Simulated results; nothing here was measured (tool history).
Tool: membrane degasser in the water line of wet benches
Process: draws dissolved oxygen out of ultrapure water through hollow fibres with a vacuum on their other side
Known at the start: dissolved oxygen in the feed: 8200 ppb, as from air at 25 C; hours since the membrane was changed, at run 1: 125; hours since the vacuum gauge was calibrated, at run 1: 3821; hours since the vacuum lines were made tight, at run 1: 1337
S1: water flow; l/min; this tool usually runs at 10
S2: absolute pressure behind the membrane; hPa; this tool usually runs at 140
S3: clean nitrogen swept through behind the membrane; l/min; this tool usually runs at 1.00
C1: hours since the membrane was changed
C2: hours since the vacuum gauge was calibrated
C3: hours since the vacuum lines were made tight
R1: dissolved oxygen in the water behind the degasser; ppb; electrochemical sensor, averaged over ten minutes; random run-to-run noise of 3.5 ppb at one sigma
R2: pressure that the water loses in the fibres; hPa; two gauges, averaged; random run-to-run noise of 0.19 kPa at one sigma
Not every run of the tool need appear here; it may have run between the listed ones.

run	hour	S1	S2	S3	C1	C2	C3	R1	R2
1	0.0	10	140	1.00	125	3821	1337	355.6	365.5
2	22.9	10	140	1.00	148	3844	1360	360.0	363.4
3	54.5	10	140	1.00	180	3876	1391	354.4	364.5
4	78.9	10	140	1.00	204	3900	1416	356.6	365.4
5	119.5	10	140	1.00	245	3941	1456	359.7	365.6
6	156.6	10	140	2.57	282	3978	1493	212.9	364.1
7	204.8	10	140	2.57	330	4026	1542	215.3	365.7
8	233.3	10	140	2.57	359	4055	1570	214.6	366.6
9	265.6	10	140	2.57	391	4087	1602	217.2	366.0
10	303.6	10	140	1.00	429	4125	1640	367.4	368.6
11	342.6	10	140	1.00	468	4164	1679	362.1	365.2
12	373.7	10	183	1.00	499	4195	1710	463.1	363.7
13	411.3	10	183	1.00	537	4233	1748	448.2	370.2
14	451.7	10	140	1.23	577	4273	1788	314.1	368.1
15	481.2	10	140	1.23	607	4302	1818	316.6	365.3
16	516.9	10	140	1.23	642	4338	1854	311.8	367.9
17	550.1	8	126	0.60	676	4371	1887	340.8	294.1
18	579.7	10	98	1.75	705	4401	1916	202.4	367.5
19	609.6	10	98	1.75	735	4431	1946	203.0	368.6
20	639.7	15	181	0.41	765	4461	1977	1305.1	553.4
21	684.6	15	181	0.41	810	4506	2021	1291.9	548.9
22	704.9	7	113	1.47	830	4526	2042	127.2	257.2
23	754.2	7	113	1.47	880	4575	2091	126.9	260.2
24	778.1	7	113	1.47	904	4599	2115	128.3	261.0
25	821.6	10	140	0.72	947	4643	2158	447.8	370.2
26	856.8	10	140	2.85	982	4678	2194	206.7	366.3
27	898.1	8	95	1.25	1024	4719	2235	153.2	295.8
28	921.8	14	89	2.87	1047	4743	2259	363.3	517.6
29	954.6	14	89	2.87	1080	4776	2291	366.7	518.0
30	977.1	15	140	0.42	1103	4798	2314	1033.9	552.2
31	1004.3	8	140	1.00	1130	4826	2341	264.3	292.3
32	1054.6	8	140	1.00	1180	4876	2391	262.8	298.0

Selected run-to-run steps in R1, each split into two signed amounts: the part the tool would show with no hidden state at all (from settings, incoming material and random variation), and the remainder, which goes to the hidden state together with any gauge scatter not common to the measured and the hidden-state-free results:
Unlogged tool condition in this case: membrane still open, %; true pressure behind the membrane over the reading, kPa; air that leaks in behind the membrane, l/min; drift of the gauge itself on oxygen_ppb, %; drift of the gauge itself on loss_of_pressure_kpa, %.
Run 19 -> 20: S1 10 -> 15, S2 98 -> 181, S3 1.75 -> 0.41. R1 +1102.1 ppb: hidden state +11.6, all else +1090.5.
Run 21 -> 22: S1 15 -> 7, S2 181 -> 113, S3 0.41 -> 1.47. R1 -1164.7 ppb: hidden state -13.6, all else -1151.1.
Run 30 -> 31: S1 15 -> 8, S3 0.42 -> 1.00. R1 -769.6 ppb: hidden state -12.0, all else -757.6.

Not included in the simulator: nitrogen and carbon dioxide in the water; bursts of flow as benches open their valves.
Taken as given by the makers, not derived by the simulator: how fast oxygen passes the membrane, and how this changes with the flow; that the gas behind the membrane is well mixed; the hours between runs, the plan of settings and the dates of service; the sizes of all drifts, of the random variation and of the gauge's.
